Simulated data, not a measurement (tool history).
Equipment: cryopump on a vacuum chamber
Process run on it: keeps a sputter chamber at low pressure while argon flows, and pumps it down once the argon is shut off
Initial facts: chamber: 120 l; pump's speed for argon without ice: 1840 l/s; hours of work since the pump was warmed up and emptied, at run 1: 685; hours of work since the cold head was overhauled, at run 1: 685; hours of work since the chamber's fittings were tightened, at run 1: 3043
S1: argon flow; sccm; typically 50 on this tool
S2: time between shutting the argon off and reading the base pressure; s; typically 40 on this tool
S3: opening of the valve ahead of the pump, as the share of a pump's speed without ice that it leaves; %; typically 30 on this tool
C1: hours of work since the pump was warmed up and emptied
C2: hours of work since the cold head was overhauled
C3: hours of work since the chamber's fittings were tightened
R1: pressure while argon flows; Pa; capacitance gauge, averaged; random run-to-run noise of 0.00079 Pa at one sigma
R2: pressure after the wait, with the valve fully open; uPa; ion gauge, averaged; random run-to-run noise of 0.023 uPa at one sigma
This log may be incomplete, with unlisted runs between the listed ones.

run    hour   S1   S2  S3   C1    C2    C3      R1    R2
  1     0.0   50   40  30  685   685  3043  0.1658  1.26
  2    59.2   50   40  30  714   714  3072  0.1659  1.31
  3   116.5   50   27  30  742   742  3100  0.1660  1.63
  4   179.2   50   40  30  773   773  3131  0.1675  1.34
  5   239.1   50   40  30  802   802  3160  0.1692  1.29
  6   291.5   50   40  30  828   828  3186  0.1675  1.30
  7   344.1   50   40  55  854   854  3212  0.0988  1.33
  8   388.8   50   40  55  875   875  3234  0.1005  1.29
      396.2  -- leaking fittings of the chamber tightened, without venting
  9   424.6   50   40  16  892   892    14  0.3038  0.83
 10   495.9   50   40  16  927   927    49  0.3023  0.82
 11   541.5   50   40  16  949   949    71  0.3040  0.84
 12   582.3   50   40  16  969   969    91  0.3042  0.89
      595.7  -- pump warmed up, emptied and cooled again
 13   630.9   50   40  23   17   991   113  0.2008  0.75
 14   700.3   50   40  23   51  1025   147  0.2007  0.79
 15   743.4   30   54  30   72  1046   168  0.0933  0.64
 16   813.8   83   51  37  107  1080   202  0.2096  0.68
 17   886.4   91   51  41  142  1116   238  0.2096  0.67
 18   918.8   22  263  41  158  1132   254  0.0505  0.32
 19   964.0   50   46  30  180  1154   276  0.1554  0.74
 20  1001.6   50   46  30  199  1172   294  0.1570  0.78
 21  1063.1   29  170  17  229  1202   324  0.1593  0.37
 22  1106.2  100   40  50  250  1223   345  0.1932  0.85
 23  1175.7   50   21  49  284  1257   379  0.0985  1.39
 24  1239.2   71   40  30  315  1288   410  0.2248  0.84

Consider 4 possible next runs. They are alternatives, not a sequence: every one starts from the tool as it was left by run 24. What does each give?
  A  1301.9  50  238  30  346  1319  441   ?   ?
  B  1301.9  53   83  30  346  1319  441   ?   ?
  C  1301.9  71   40  17  346  1319  441   ?   ?
  D  1301.9  57   31  38  346  1319  441   ?   ?

run      R1    R2
  A  0.1605  0.33
  B  0.1696  0.54
  C  0.3912  0.86
  D  0.1436  0.99
Had the tool no hidden state, the same runs would have come out as:
run      R1    R2
  A  0.1550  0.23
  B  0.1638  0.44
  C  0.3836  0.75
  D  0.1374  0.89

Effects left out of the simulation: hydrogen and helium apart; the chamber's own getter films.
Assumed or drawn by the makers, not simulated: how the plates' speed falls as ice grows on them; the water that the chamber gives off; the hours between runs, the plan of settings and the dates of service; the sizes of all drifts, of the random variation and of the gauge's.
